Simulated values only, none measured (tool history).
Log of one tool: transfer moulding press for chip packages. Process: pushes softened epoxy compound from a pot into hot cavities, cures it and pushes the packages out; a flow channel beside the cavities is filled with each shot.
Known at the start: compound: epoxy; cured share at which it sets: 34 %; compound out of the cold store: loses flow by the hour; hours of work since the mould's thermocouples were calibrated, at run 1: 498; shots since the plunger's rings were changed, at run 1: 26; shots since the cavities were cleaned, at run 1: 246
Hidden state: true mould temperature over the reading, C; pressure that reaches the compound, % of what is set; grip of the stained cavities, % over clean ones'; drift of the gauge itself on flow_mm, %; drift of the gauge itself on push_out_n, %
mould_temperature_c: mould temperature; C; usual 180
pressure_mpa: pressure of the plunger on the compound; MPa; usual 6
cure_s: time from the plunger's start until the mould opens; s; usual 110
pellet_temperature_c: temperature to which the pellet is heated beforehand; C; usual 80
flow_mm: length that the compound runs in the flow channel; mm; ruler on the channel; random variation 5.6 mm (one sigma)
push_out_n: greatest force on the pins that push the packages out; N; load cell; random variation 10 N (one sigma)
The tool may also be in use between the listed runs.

run,hour,mould_temperature_c,pressure_mpa,cure_s,pellet_temperature_c,hours of work since the mould's thermocouples were calibrated,shots since the plunger's rings were changed,shots since the cavities were cleaned,incoming compound's hours out of the cold store,flow_mm,push_out_n
1,0,180,6,110,80,498,26,246,19.5,875,563
# hour 25.4: cavities cleaned with cleaning compound and waxed
2,28.6,180,6,110,80,512,271,29,37.3,823,486
3,52.6,180,6,110,80,526,489,247,30.3,838,572
# hour 76.2: cavities cleaned with cleaning compound and waxed
4,80.8,180,6,110,80,540,732,43,43.3,804,496
5,93.7,172,6,110,80,548,848,159,45.1,845,739
6,119.4,172,6,110,80,562,1082,393,25.3,877,884
# hour 126.6: cavities cleaned with cleaning compound and waxed
7,142.2,172,6,110,80,573,1275,142,41.3,848,738
8,168.2,172,6,110,80,588,1510,377,11.4,891,899
# hour 178.2: cavities cleaned with cleaning compound and waxed
9,186.9,172,6,110,80,597,1667,79,29.3,855,726
10,206.9,172,6,110,80,608,1848,260,10.9,894,863
11,223.7,172,6,110,80,617,2000,412,40.1,835,886
# hour 229.1: cavities cleaned with cleaning compound and waxed
12,249.7,180,6,110,80,631,2223,188,17.6,842,564
13,269,180,6,110,80,641,2397,362,8.1,857,611
# hour 279.6: cavities cleaned with cleaning compound and waxed
14,283.6,180,6,110,80,649,2517,37,16.6,835,486
15,298.4,185,6.4,110,81,657,2651,171,17.9,843,521
16,320.1,185,6.4,92,81,669,2847,367,8.2,862,617
# hour 330.8: cavities cleaned with cleaning compound and waxed
17,337.2,185,6.4,92,81,677,2989,58,19.1,847,510
18,358.2,185,6.4,92,81,689,3180,249,19.5,838,597
19,378.4,185,6.4,92,81,700,3363,432,27.4,821,608
# hour 381.9: cavities cleaned with cleaning compound and waxed
20,392.3,185,6.4,92,81,707,3476,95,21.3,829,539
21,411.8,174,5.1,102,76,718,3652,271,17.8,779,819
# hour 432.9: mould's thermocouples calibrated
# hour 434.4: cavities cleaned with cleaning compound and waxed
22,434.7,185,6.52,110,78,0,3828,3,46.5,783,442
# hour 454.8: plunger's sealing rings changed
23,457.1,175,5.74,120,73,11,21,184,13.5,881,629
24,480.9,175,4.64,128,80,24,237,400,22.9,784,662
# hour 487.2: cavities cleaned with cleaning compound and waxed
25,506.9,175,6.01,126,80,38,459,179,34.6,863,586
26,519,175,6.01,126,80,44,569,289,39.5,848,617
27,531.1,175,6.01,126,80,51,679,399,13.5,892,656

Some steps in flow_mm between neighbouring runs. How much of each would the tool show without its hidden state too (settings, what came in, random variation), and how much is left for the hidden state, with any gauge scatter that isn't in both results?
Run 7 -> 8: no setting changed, nothing entered. flow_mm +43 mm: hidden state -5, all else +48.
Run 22 -> 23: mould_temperature_c 185 -> 175, pressure_mpa 6.52 -> 5.74, cure_s 110 -> 120, pellet_temperature_c 78 -> 73, plunger's sealing rings changed. flow_mm +98 mm: hidden state +50, all else +48.
Run 23 -> 24: pressure_mpa 5.74 -> 4.64, cure_s 120 -> 128, pellet_temperature_c 73 -> 80. flow_mm -97 mm: hidden state -3, all else -94.

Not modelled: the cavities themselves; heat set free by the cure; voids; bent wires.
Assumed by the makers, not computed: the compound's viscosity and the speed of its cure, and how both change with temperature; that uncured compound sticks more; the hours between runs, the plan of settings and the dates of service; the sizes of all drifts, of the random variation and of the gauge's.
